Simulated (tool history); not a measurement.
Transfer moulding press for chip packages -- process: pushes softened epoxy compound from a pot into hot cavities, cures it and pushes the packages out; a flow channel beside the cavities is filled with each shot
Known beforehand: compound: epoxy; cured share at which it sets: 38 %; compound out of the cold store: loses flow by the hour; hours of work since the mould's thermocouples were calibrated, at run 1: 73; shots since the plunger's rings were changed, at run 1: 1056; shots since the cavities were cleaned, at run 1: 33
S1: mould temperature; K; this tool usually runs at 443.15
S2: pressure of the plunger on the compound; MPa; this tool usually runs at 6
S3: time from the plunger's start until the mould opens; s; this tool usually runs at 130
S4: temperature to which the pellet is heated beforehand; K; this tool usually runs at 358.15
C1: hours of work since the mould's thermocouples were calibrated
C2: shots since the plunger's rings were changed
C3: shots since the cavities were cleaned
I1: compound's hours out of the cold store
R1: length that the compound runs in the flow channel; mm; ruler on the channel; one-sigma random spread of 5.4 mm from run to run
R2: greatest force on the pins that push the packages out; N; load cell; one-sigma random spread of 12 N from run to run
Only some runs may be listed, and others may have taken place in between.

run	hour	S1	S2	S3	S4	C1	C2	C3	I1	R1	R2
1	0	443.15	6	130	358.15	73	1056	33	20.6	969	561
2	5.9	443.15	6	130	358.15	78	1119	96	25.2	954	622
3	12.7	443.15	6	130	358.15	83	1192	169	26.5	935	678
4	21.4	443.15	6	130	358.15	89	1284	261	23.5	962	725
5	28.1	443.15	6	130	351.15	94	1356	333	39.5	892	758
6	33.2	443.15	6	130	358.15	98	1410	387	34.7	908	823
7	41.2	449.15	6	130	358.15	104	1495	472	30.1	899	662
8	46.7	449.15	6	130	358.15	108	1554	531	46.7	829	697
9	53.9	449.15	6	130	358.15	113	1631	608	11.5	975	721
10	59.9	443.15	6	130	358.15	118	1695	672	11.2	999	922
11	65.6	443.15	6	130	356.15	122	1755	732	17.3	967	935
12	71.4	439.15	6	130	356.15	126	1817	794	26.8	951	1170
13	79.7	439.15	6	130	356.15	132	1906	883	36.3	913	1162
# hour 86.3: cavities cleaned with cleaning compound and waxed
14	87.9	439.15	6	130	356.15	137	1977	16	17	985	730
15	92.1	439.15	6	130	358.15	141	2022	61	16.4	997	787
16	98.8	439.15	6	130	358.15	145	2093	132	16.4	984	839
17	106.7	450.15	5.15	168	351.15	151	2178	217	15.1	866	543
18	113.1	450.15	6.49	138	351.15	156	2246	285	13.6	997	608
19	117.2	441.15	6.49	138	351.15	159	2290	329	21.2	1000	779
20	122.8	435.15	6	130	351.15	163	2349	388	9.1	1055	1507
21	128.7	435.15	6	130	351.15	168	2412	451	34.1	934	1408
22	135.1	435.15	6	130	351.15	172	2481	520	29.5	960	1475
23	140.4	435.15	6	130	351.15	176	2537	576	9.4	1035	1640
24	149.1	443.15	6	123	358.15	183	2629	668	18.3	956	988
25	156.8	443.15	6	123	358.15	188	2712	751	27.9	918	1018
26	161.3	446.15	5.85	163	358.15	192	2759	798	24.1	904	752
27	167.1	446.15	5.85	163	351.15	196	2822	861	17.4	937	727
28	172.4	443.15	5.59	130	366.15	200	2878	917	14.8	938	933

Forecast each of these 5 alternatives for the next run:
# hour 175.8: cavities cleaned with cleaning compound and waxed
A	181.8	449.15	5.59	130	366.15	206	2962	64	29.8	?	?
# hour 175.8: cavities cleaned with cleaning compound and waxed
B	181.8	443.15	6	156	350.15	206	2962	64	25.5	?	?
# hour 175.8: cavities cleaned with cleaning compound and waxed
C	181.8	443.15	6	130	365.15	206	2962	64	31	?	?
# hour 175.8: cavities cleaned with cleaning compound and waxed
D	181.8	443.15	5.5	152	366.15	206	2962	64	24.9	?	?
# hour 175.8: cavities cleaned with cleaning compound and waxed
E	181.8	443.15	5.99	119	357.15	206	2962	64	12.6	?	?

run	R1	R2
A	847	496
B	924	507
C	900	577
D	885	497
E	980	724
Without the tool's unlogged condition, the same runs would have read:
run	R1	R2
A	888	449
B	969	461
C	943	535
D	927	452
E	1027	684
